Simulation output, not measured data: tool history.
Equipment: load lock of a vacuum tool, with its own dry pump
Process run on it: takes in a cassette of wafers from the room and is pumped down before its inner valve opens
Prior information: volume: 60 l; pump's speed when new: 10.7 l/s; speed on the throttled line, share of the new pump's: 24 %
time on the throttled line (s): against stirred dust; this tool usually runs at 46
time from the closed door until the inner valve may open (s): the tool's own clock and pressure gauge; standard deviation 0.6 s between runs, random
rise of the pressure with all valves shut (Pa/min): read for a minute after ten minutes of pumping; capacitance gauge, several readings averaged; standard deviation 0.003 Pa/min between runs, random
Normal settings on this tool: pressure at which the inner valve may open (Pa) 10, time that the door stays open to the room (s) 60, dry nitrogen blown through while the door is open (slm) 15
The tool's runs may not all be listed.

| run | hour | time on the throttled line (s) | pressure at which the inner valve may open (Pa) | time that the door stays open to the room (s) | dry nitrogen blown through while the door is open (slm) | incoming humidity of the room's air, % | time from the closed door until the inner valve may open (s) | rise of the pressure with all valves shut (Pa/min) |
|---|---|---|---|---|---|---|---|---|
| 1 | 0.0 | 46 | 10 | 60 | 15 | 45.5 | 86.9 | 0.047 |
| 2 | 153.3 | 46 | 10 | 60 | 15 | 46.4 | 86.5 | 0.046 |
| 3 | 353.9 | 46 | 10 | 60 | 15 | 43.8 | 86.4 | 0.047 |
| 4 | 512.7 | 46 | 10 | 60 | 15 | 43.1 | 86.5 | 0.045 |
| 5 | 706.8 | 46 | 10 | 60 | 15 | 46.5 | 86.7 | 0.042 |
| 6 | 890.5 | 46 | 9 | 60 | 25 | 45.0 | 87.3 | 0.034 |
| 7 | 1056.9 | 46 | 9 | 60 | 25 | 41.3 | 86.9 | 0.036 |
| 8 | 1238.8 | 46 | 9 | 60 | 25 | 42.8 | 87.2 | 0.032 |
| 9 | 1372.7 | 34 | 10 | 165 | 15 | 45.6 | 78.5 | 0.066 |
| 10 | 1619.7 | 34 | 9 | 165 | 15 | 42.8 | 78.4 | 0.063 |

Below are 5 alternative next runs, each starting from the tool's condition after run 10. Predict each:
| A | 1843.3 | 28 | 13 | 60 | 15 | 41.7 | ? | ? |
| B | 1843.3 | 46 | 10 | 60 | 26 | 46.3 | ? | ? |
| C | 1843.3 | 34 | 16 | 121 | 15 | 43.8 | ? | ? |
| D | 1843.3 | 41 | 8 | 54 | 15 | 43.8 | ? | ? |
| E | 1843.3 | 46 | 10 | 60 | 15 | 43.9 | ? | ? |

| run | time from the closed door until the inner valve may open (s) | rise of the pressure with all valves shut (Pa/min) |
|---|---|---|
| A | 70.8 | 0.044 |
| B | 86.1 | 0.039 |
| C | 75.8 | 0.060 |
| D | 84.1 | 0.046 |
| E | 86.7 | 0.048 |
Stripped of hidden state, with their random variation kept, the same runs would have yielded:
| run | time from the closed door until the inner valve may open (s) | rise of the pressure with all valves shut (Pa/min) |
|---|---|---|
| A | 70.8 | 0.043 |
| B | 86.1 | 0.038 |
| C | 75.8 | 0.059 |
| D | 84.1 | 0.045 |
| E | 86.6 | 0.047 |

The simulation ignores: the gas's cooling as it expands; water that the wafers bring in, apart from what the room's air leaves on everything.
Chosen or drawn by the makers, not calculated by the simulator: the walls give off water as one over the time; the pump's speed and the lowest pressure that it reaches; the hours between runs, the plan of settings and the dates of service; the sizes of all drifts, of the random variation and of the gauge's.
